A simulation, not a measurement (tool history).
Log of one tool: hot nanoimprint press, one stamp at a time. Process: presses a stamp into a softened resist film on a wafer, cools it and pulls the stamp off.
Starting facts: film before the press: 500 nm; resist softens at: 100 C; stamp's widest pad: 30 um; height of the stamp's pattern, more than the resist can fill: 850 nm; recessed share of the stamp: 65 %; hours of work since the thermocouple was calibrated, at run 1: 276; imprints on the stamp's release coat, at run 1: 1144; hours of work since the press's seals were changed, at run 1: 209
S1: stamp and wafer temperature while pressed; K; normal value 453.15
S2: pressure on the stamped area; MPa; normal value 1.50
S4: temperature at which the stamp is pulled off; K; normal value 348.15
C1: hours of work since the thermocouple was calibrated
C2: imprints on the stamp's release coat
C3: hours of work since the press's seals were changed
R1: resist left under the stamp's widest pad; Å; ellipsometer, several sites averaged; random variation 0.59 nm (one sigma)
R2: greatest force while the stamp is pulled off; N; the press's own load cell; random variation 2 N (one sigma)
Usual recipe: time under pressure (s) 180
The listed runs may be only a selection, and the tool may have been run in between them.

run 1 day=0.000 | S1=453.15 S2=1.50 time_under_pressure_(s)=180 S4=348.15 | C1=276 C2=1144 C3=209 | R1=2950 R2=179
run 2 day=0.950 | S1=453.15 S2=1.50 time_under_pressure_(s)=180 S4=348.15 | C1=291 C2=1231 C3=225 | R1=2955 R2=179
run 3 day=1.521 | S1=453.15 S2=1.50 time_under_pressure_(s)=180 S4=348.15 | C1=301 C2=1283 C3=235 | R1=2944 R2=182
run 4 day=2.392 | S1=453.15 S2=1.50 time_under_pressure_(s)=197 S4=348.15 | C1=315 C2=1362 C3=249 | R1=2859 R2=180
run 5 day=3.154 | S1=453.15 S2=1.50 time_under_pressure_(s)=180 S4=348.15 | C1=328 C2=1432 C3=262 | R1=2936 R2=179
run 6 day=4.129 | S1=453.15 S2=1.50 time_under_pressure_(s)=180 S4=348.15 | C1=344 C2=1521 C3=278 | R1=2944 R2=180
-- day=5.167 stamp cleaned and given a new release coat
run 7 day=5.367 | S1=453.15 S2=1.50 time_under_pressure_(s)=228 S4=348.15 | C1=361 C2=19 C3=295 | R1=2712 R2=182
run 8 day=6.221 | S1=453.15 S2=1.50 time_under_pressure_(s)=228 S4=348.15 | C1=375 C2=97 C3=309 | R1=2718 R2=179
run 9 day=7.125 | S1=464.15 S2=1.50 time_under_pressure_(s)=180 S4=348.15 | C1=390 C2=179 C3=324 | R1=1951 R2=183
run 10 day=7.871 | S1=464.15 S2=1.50 time_under_pressure_(s)=180 S4=348.15 | C1=403 C2=247 C3=336 | R1=1952 R2=179
run 11 day=8.817 | S1=464.15 S2=1.50 time_under_pressure_(s)=180 S4=348.15 | C1=418 C2=333 C3=352 | R1=1938 R2=179
run 12 day=9.242 | S1=464.15 S2=1.50 time_under_pressure_(s)=180 S4=348.15 | C1=425 C2=372 C3=359 | R1=1949 R2=175
run 13 day=9.708 | S1=444.15 S2=1.50 time_under_pressure_(s)=180 S4=346.15 | C1=433 C2=414 C3=367 | R1=3862 R2=186
run 14 day=10.325 | S1=459.15 S2=1.50 time_under_pressure_(s)=285 S4=346.15 | C1=444 C2=471 C3=377 | R1=1964 R2=185
run 15 day=11.033 | S1=459.15 S2=1.50 time_under_pressure_(s)=285 S4=346.15 | C1=455 C2=535 C3=389 | R1=1962 R2=186
run 16 day=11.771 | S1=445.15 S2=1.50 time_under_pressure_(s)=285 S4=355.15 | C1=468 C2=602 C3=401 | R1=3381 R2=157
run 17 day=12.525 | S1=457.15 S2=1.50 time_under_pressure_(s)=269 S4=348.15 | C1=480 C2=671 C3=414 | R1=2183 R2=179
run 18 day=13.208 | S1=443.15 S2=1.06 time_under_pressure_(s)=180 S4=348.15 | C1=492 C2=733 C3=425 | R1=4204 R2=178
run 19 day=14.100 | S1=456.15 S2=1.52 time_under_pressure_(s)=95 S4=344.15 | C1=506 C2=815 C3=440 | R1=3229 R2=190
run 20 day=14.617 | S1=453.15 S2=0.94 time_under_pressure_(s)=195 S4=333.15 | C1=515 C2=862 C3=449 | R1=3333 R2=232
run 21 day=15.475 | S1=453.15 S2=1.14 time_under_pressure_(s)=96 S4=348.15 | C1=529 C2=940 C3=463 | R1=3767 R2=180
run 22 day=15.921 | S1=445.15 S2=1.14 time_under_pressure_(s)=96 S4=353.15 | C1=537 C2=981 C3=471 | R1=4365 R2=164
run 23 day=16.488 | S1=445.15 S2=1.14 time_under_pressure_(s)=96 S4=353.15 | C1=546 C2=1032 C3=480 | R1=4377 R2=161
run 24 day=17.292 | S1=449.15 S2=1.37 time_under_pressure_(s)=321 S4=348.15 | C1=560 C2=1106 C3=493 | R1=2903 R2=178

5 ways to go on from here, each from the tool as it stands after run 24. What would each give?
-- day=17.812 plate thermocouple calibrated
run A day=18.225 | S1=442.15 S2=2.24 time_under_pressure_(s)=223 S4=348.15 | C1=7 C2=1180 C3=507 | R1=? R2=?
-- day=17.812 plate thermocouple calibrated
run B day=18.225 | S1=458.15 S2=0.93 time_under_pressure_(s)=321 S4=336.15 | C1=7 C2=1180 C3=507 | R1=? R2=?
-- day=17.812 plate thermocouple calibrated
run C day=18.225 | S1=462.15 S2=2.27 time_under_pressure_(s)=180 S4=348.15 | C1=7 C2=1180 C3=507 | R1=? R2=?
-- day=17.812 plate thermocouple calibrated
run D day=18.225 | S1=453.15 S2=1.47 time_under_pressure_(s)=92 S4=355.15 | C1=7 C2=1180 C3=507 | R1=? R2=?
-- day=17.812 plate thermocouple calibrated
run E day=18.225 | S1=449.15 S2=1.37 time_under_pressure_(s)=243 S4=348.15 | C1=7 C2=1180 C3=507 | R1=? R2=?

run=A R1=3547 R2=178
run=B R1=2383 R2=222
run=C R1=1756 R2=181
run=D R1=3589 R2=156
run=E R1=3185 R2=178
With no hidden state in the tool, these same runs would have given:
run=A R1=3546 R2=178
run=B R1=2382 R2=221
run=C R1=1755 R2=181
run=D R1=3589 R2=155
run=E R1=3185 R2=177

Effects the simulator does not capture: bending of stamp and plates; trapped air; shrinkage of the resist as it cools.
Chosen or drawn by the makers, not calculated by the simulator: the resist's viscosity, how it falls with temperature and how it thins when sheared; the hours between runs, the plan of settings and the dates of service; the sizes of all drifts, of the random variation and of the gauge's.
